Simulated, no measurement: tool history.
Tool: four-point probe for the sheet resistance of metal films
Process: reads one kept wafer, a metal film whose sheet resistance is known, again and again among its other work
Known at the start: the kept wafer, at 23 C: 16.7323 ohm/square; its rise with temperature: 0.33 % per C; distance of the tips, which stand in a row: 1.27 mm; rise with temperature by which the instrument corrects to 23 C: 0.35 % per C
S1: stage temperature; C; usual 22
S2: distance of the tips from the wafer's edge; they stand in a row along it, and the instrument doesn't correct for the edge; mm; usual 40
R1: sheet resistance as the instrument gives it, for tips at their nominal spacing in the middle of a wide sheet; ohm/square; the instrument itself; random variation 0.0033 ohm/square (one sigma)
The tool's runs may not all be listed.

run 1 hour=0 | S1=22 S2=40 | R1=16.746029
run 2 hour=74.6 | S1=22 S2=40 | R1=16.744397
run 3 hour=153.7 | S1=22 S2=40 | R1=16.741807
run 4 hour=259 | S1=22 S2=40 | R1=16.74393
run 5 hour=353.8 | S1=22 S2=40 | R1=16.740174
run 6 hour=460.3 | S1=22 S2=40 | R1=16.743421
run 7 hour=542.5 | S1=22 S2=40 | R1=16.743963
run 8 hour=647.6 | S1=29 S2=40 | R1=16.711845
-- hour=661.3 new probe head fitted
run 9 hour=768.6 | S1=28 S2=40 | R1=16.717428
run 10 hour=877 | S1=22 S2=40 | R1=16.748204
run 11 hour=970.1 | S1=22 S2=40 | R1=16.73787
run 12 hour=1056.9 | S1=22 S2=40 | R1=16.748874
run 13 hour=1164 | S1=22 S2=40 | R1=16.751286
run 14 hour=1263.2 | S1=22 S2=40 | R1=16.743932
-- hour=1285.4 stage's thermometer calibrated
run 15 hour=1365.2 | S1=22 S2=40 | R1=16.746206
run 16 hour=1443.5 | S1=22 S2=40 | R1=16.746728
run 17 hour=1523.8 | S1=22 S2=40 | R1=16.752228
run 18 hour=1601 | S1=22 S2=40 | R1=16.749118
run 19 hour=1677.6 | S1=22 S2=40 | R1=16.744808
run 20 hour=1755.2 | S1=22 S2=40 | R1=16.746257
run 21 hour=1863 | S1=22 S2=40 | R1=16.742475
run 22 hour=1941.9 | S1=18 S2=40 | R1=16.767534
run 23 hour=1991.1 | S1=29 S2=65 | R1=16.7116
run 24 hour=2049.6 | S1=29 S2=65 | R1=16.704731
run 25 hour=2128.3 | S1=29 S2=65 | R1=16.709479
run 26 hour=2218 | S1=18 S2=64 | R1=16.764672
run 27 hour=2275.9 | S1=22 S2=40 | R1=16.743021
run 28 hour=2332.7 | S1=22 S2=14 | R1=16.806233
run 29 hour=2440.2 | S1=22 S2=14 | R1=16.807555
run 30 hour=2504.9 | S1=35 S2=24 | R1=16.705498
run 31 hour=2601.4 | S1=35 S2=24 | R1=16.708532
run 32 hour=2677.6 | S1=28 S2=19 | R1=16.756426
run 33 hour=2789.6 | S1=28 S2=8 | R1=16.932719
run 34 hour=2850 | S1=33 S2=24 | R1=16.717635
run 35 hour=2919.4 | S1=19 S2=7 | R1=17.040925
run 36 hour=2994.6 | S1=18 S2=4 | R1=17.61538
run 37 hour=3048.6 | S1=18 S2=4 | R1=17.620444
run 38 hour=3100.6 | S1=18 S2=4 | R1=17.618861
run 39 hour=3177.8 | S1=18 S2=45 | R1=16.756859
run 40 hour=3298.3 | S1=18 S2=45 | R1=16.759588
run 41 hour=3395.9 | S1=18 S2=45 | R1=16.757555
run 42 hour=3459.3 | S1=30 S2=15 | R1=16.761785
run 43 hour=3547.6 | S1=30 S2=15 | R1=16.769593
run 44 hour=3658.8 | S1=30 S2=15 | R1=16.765992

Forecast each of these 3 alternatives for the next run:
-- hour=3712.7 stage's thermometer calibrated
run A hour=3766.7 | S1=33 S2=44 | R1=?
-- hour=3712.7 stage's thermometer calibrated
run B hour=3766.7 | S1=21 S2=15 | R1=?
-- hour=3712.7 stage's thermometer calibrated
run C hour=3766.7 | S1=30 S2=20 | R1=?

run=A R1=16.694723
run=B R1=16.802888
run=C R1=16.741238
Without the tool's hidden state the same runs would have given:
run=A R1=16.695744
run=B R1=16.803917
run=C R1=16.742263
